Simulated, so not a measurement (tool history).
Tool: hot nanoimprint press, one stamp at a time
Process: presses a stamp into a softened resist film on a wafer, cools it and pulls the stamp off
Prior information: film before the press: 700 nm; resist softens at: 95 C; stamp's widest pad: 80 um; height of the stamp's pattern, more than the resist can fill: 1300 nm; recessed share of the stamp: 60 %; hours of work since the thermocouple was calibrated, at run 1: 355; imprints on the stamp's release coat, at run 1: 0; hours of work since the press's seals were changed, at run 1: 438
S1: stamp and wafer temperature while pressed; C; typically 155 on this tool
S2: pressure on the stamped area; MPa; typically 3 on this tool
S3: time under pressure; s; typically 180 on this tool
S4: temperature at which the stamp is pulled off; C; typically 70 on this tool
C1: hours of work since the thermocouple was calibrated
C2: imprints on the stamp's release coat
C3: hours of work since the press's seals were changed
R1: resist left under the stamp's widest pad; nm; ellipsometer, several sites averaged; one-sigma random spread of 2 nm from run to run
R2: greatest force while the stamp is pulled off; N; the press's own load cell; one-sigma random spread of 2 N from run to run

{"run": 1, "hour": 0.0, "S1": 155, "S2": 3, "S3": 180, "S4": 70, "C1": 355, "C2": 0, "C3": 438, "R1": 288.3, "R2": 107}
{"run": 2, "hour": 44.8, "S1": 155, "S2": 3.22, "S3": 180, "S4": 70, "C1": 390, "C2": 254, "C3": 474, "R1": 279.7, "R2": 112}
{"run": 3, "hour": 97.5, "S1": 155, "S2": 3.22, "S3": 180, "S4": 70, "C1": 432, "C2": 554, "C3": 515, "R1": 274.1, "R2": 117}
{"run": 4, "hour": 138.3, "S1": 155, "S2": 3.22, "S3": 180, "S4": 70, "C1": 464, "C2": 786, "C3": 547, "R1": 272.9, "R2": 121}
{"run": 5, "hour": 171.6, "S1": 155, "S2": 4.68, "S3": 180, "S4": 70, "C1": 490, "C2": 975, "C3": 574, "R1": 229.6, "R2": 127}
{"run": 6, "hour": 210.2, "S1": 155, "S2": 3, "S3": 180, "S4": 70, "C1": 521, "C2": 1193, "C3": 604, "R1": 280.1, "R2": 130}
{"hour": 220.9, "done": "stamp cleaned and given a new release coat"}
{"run": 7, "hour": 276.2, "S1": 155, "S2": 3, "S3": 180, "S4": 70, "C1": 568, "C2": 314, "C3": 651, "R1": 276.4, "R2": 111}
{"hour": 304.6, "done": "plate thermocouple calibrated"}
{"run": 8, "hour": 342.6, "S1": 155, "S2": 3, "S3": 180, "S4": 70, "C1": 30, "C2": 674, "C3": 701, "R1": 318.8, "R2": 125}
{"run": 9, "hour": 387.2, "S1": 155, "S2": 3, "S3": 229, "S4": 70, "C1": 65, "C2": 927, "C3": 737, "R1": 289.6, "R2": 131}
{"hour": 447.3, "done": "stamp cleaned and given a new release coat"}
{"run": 10, "hour": 448.6, "S1": 155, "S2": 3, "S3": 115, "S4": 70, "C1": 109, "C2": 8, "C3": 780, "R1": 371.8, "R2": 113}
{"run": 11, "hour": 507.1, "S1": 155, "S2": 3, "S3": 115, "S4": 70, "C1": 155, "C2": 340, "C3": 826, "R1": 368.2, "R2": 120}
{"run": 12, "hour": 548.7, "S1": 155, "S2": 3, "S3": 115, "S4": 70, "C1": 188, "C2": 575, "C3": 859, "R1": 369.2, "R2": 122}
{"run": 13, "hour": 605.9, "S1": 155, "S2": 1.93, "S3": 130, "S4": 70, "C1": 233, "C2": 900, "C3": 904, "R1": 416, "R2": 130}
{"run": 14, "hour": 644.4, "S1": 155, "S2": 1.93, "S3": 130, "S4": 59, "C1": 263, "C2": 1119, "C3": 935, "R1": 408.2, "R2": 156}
{"hour": 667.9, "done": "stamp cleaned and given a new release coat"}
{"run": 15, "hour": 714.9, "S1": 155, "S2": 2.28, "S3": 180, "S4": 70, "C1": 314, "C2": 267, "C3": 986, "R1": 342.5, "R2": 116}
{"run": 16, "hour": 748.2, "S1": 155, "S2": 2.28, "S3": 191, "S4": 70, "C1": 340, "C2": 456, "C3": 1012, "R1": 328.5, "R2": 119}
{"run": 17, "hour": 809.1, "S1": 155, "S2": 2.28, "S3": 191, "S4": 70, "C1": 388, "C2": 802, "C3": 1060, "R1": 326.6, "R2": 126}
{"hour": 822.8, "done": "press's hydraulic seals changed and the load cell set to zero"}
{"run": 18, "hour": 848.5, "S1": 155, "S2": 2.7, "S3": 144, "S4": 70, "C1": 413, "C2": 980, "C3": 20, "R1": 328.7, "R2": 128}
{"run": 19, "hour": 880.2, "S1": 155, "S2": 2.7, "S3": 144, "S4": 70, "C1": 438, "C2": 1160, "C3": 45, "R1": 329.8, "R2": 132}
{"hour": 897.1, "done": "stamp cleaned and given a new release coat"}
{"run": 20, "hour": 936.5, "S1": 144, "S2": 2.79, "S3": 207, "S4": 70, "C1": 478, "C2": 223, "C3": 85, "R1": 455.8, "R2": 110}
{"run": 21, "hour": 967.7, "S1": 149, "S2": 3.88, "S3": 193, "S4": 67, "C1": 502, "C2": 400, "C3": 110, "R1": 325, "R2": 120}
{"run": 22, "hour": 1028.2, "S1": 149, "S2": 3.88, "S3": 193, "S4": 65, "C1": 550, "C2": 744, "C3": 157, "R1": 322.2, "R2": 132}
{"run": 23, "hour": 1063.1, "S1": 150, "S2": 3.69, "S3": 160, "S4": 74, "C1": 578, "C2": 942, "C3": 185, "R1": 335.2, "R2": 118}
{"hour": 1078.0, "done": "plate thermocouple calibrated"}
{"hour": 1118.4, "done": "stamp cleaned and given a new release coat"}
{"run": 24, "hour": 1119.7, "S1": 163, "S2": 1.99, "S3": 169, "S4": 59, "C1": 28, "C2": 7, "C3": 222, "R1": 276.7, "R2": 127}

Forecast each of these 4 alternatives for the next run:
{"run": "A", "hour": 1155.1, "S1": 153, "S2": 1.99, "S3": 169, "S4": 59, "C1": 56, "C2": 208, "C3": 250, "R1": "?", "R2": "?"}
{"run": "B", "hour": 1155.1, "S1": 156, "S2": 1.88, "S3": 169, "S4": 62, "C1": 56, "C2": 208, "C3": 250, "R1": "?", "R2": "?"}
{"run": "C", "hour": 1155.1, "S1": 162, "S2": 1.99, "S3": 169, "S4": 59, "C1": 56, "C2": 208, "C3": 250, "R1": "?", "R2": "?"}
{"run": "D", "hour": 1155.1, "S1": 162, "S2": 3, "S3": 259, "S4": 69, "C1": 56, "C2": 208, "C3": 250, "R1": "?", "R2": "?"}

run=A R1=415.2 R2=136
run=B R1=378.6 R2=128
run=C R1=287.6 R2=138
run=D R1=193.7 R2=117
Stripped of hidden state, with their random variation kept, the same runs would have yielded:
run=A R1=416.5 R2=131
run=B R1=379.8 R2=123
run=C R1=288.2 R2=133
run=D R1=193.1 R2=113
